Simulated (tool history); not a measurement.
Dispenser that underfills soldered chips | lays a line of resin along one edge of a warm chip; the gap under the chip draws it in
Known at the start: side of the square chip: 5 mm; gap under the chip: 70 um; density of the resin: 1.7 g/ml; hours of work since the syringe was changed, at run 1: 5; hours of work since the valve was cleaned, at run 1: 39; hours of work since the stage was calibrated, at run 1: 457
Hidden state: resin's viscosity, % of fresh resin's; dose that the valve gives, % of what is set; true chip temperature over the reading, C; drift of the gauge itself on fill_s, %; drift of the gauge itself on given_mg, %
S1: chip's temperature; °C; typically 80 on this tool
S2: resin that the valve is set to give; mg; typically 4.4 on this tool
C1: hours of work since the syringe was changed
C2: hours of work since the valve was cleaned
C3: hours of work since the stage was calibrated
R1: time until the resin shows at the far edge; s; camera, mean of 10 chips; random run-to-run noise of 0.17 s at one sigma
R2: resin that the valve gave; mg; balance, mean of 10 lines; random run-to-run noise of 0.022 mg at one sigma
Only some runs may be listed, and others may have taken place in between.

run 1 hour=0 | S1=80 S2=4.4 | C1=5 C2=39 C3=457 | R1=6.3 R2=4.28
-- hour=1.8 new syringe of resin
run 2 hour=9.3 | S1=80 S2=4.4 | C1=6 C2=46 C3=464 | R1=6.3 R2=4.23
-- hour=10.8 new syringe of resin
run 3 hour=17.7 | S1=80 S2=4.4 | C1=5 C2=53 C3=470 | R1=6.2 R2=4.21
-- hour=19.2 new syringe of resin
-- hour=27.4 new syringe of resin
run 4 hour=28.1 | S1=80 S2=4.4 | C1=1 C2=60 C3=478 | R1=5.1 R2=4.16
-- hour=36.6 new syringe of resin
run 5 hour=38.5 | S1=88 S2=4.4 | C1=2 C2=68 C3=486 | R1=4.2 R2=4.1
-- hour=46.1 new syringe of resin
run 6 hour=46.4 | S1=88 S2=4.4 | C1=0 C2=74 C3=492 | R1=4 R2=4.16
-- hour=55.4 new syringe of resin
run 7 hour=56.1 | S1=88 S2=4.4 | C1=1 C2=82 C3=499 | R1=4 R2=4.09
-- hour=64.2 new syringe of resin
run 8 hour=65.8 | S1=88 S2=4.4 | C1=1 C2=89 C3=507 | R1=4.2 R2=4.05
-- hour=73 new syringe of resin
run 9 hour=80.1 | S1=88 S2=4.4 | C1=6 C2=100 C3=518 | R1=4.9 R2=4.04
-- hour=81.3 new syringe of resin
-- hour=89.5 new syringe of resin
run 10 hour=90.5 | S1=91 S2=4.07 | C1=1 C2=108 C3=525 | R1=3.9 R2=3.71
-- hour=98.7 new syringe of resin
run 11 hour=101.8 | S1=91 S2=4.07 | C1=2 C2=116 C3=534 | R1=3.8 R2=3.66
-- hour=103.6 dispensing valve cleaned and set on the balance
-- hour=108.1 new syringe of resin
run 12 hour=111.9 | S1=67 S2=5.58 | C1=3 C2=6 C3=541 | R1=7.5 R2=5.54
-- hour=116.7 new syringe of resin
run 13 hour=123.4 | S1=89 S2=5.58 | C1=5 C2=15 C3=550 | R1=4.7 R2=5.55

Here are 5 independent what-if runs from the current tool condition. What would each one return?
-- hour=125.7 new syringe of resin
run A hour=131.4 | S1=89 S2=5.36 | C1=4 C2=21 C3=556 | R1=? R2=?
-- hour=125.7 new syringe of resin
run B hour=131.4 | S1=80 S2=4.07 | C1=4 C2=21 C3=556 | R1=? R2=?
-- hour=125.7 new syringe of resin
run C hour=131.4 | S1=80 S2=3.73 | C1=4 C2=21 C3=556 | R1=? R2=?
-- hour=125.7 new syringe of resin
run D hour=131.4 | S1=70 S2=4.55 | C1=4 C2=21 C3=556 | R1=? R2=?
-- hour=125.7 new syringe of resin
run E hour=131.4 | S1=78 S2=5.58 | C1=4 C2=21 C3=556 | R1=? R2=?

run=A R1=4.3 R2=5.27
run=B R1=5.8 R2=4.04
run=C R1=6.3 R2=3.68
run=D R1=7.6 R2=4.47
run=E R1=6 R2=5.51
Had the tool no hidden state, the same runs would have come out as:
run=A R1=3.9 R2=5.34
run=B R1=5.3 R2=4.09
run=C R1=5.8 R2=3.73
run=D R1=7 R2=4.53
run=E R1=5.6 R2=5.58
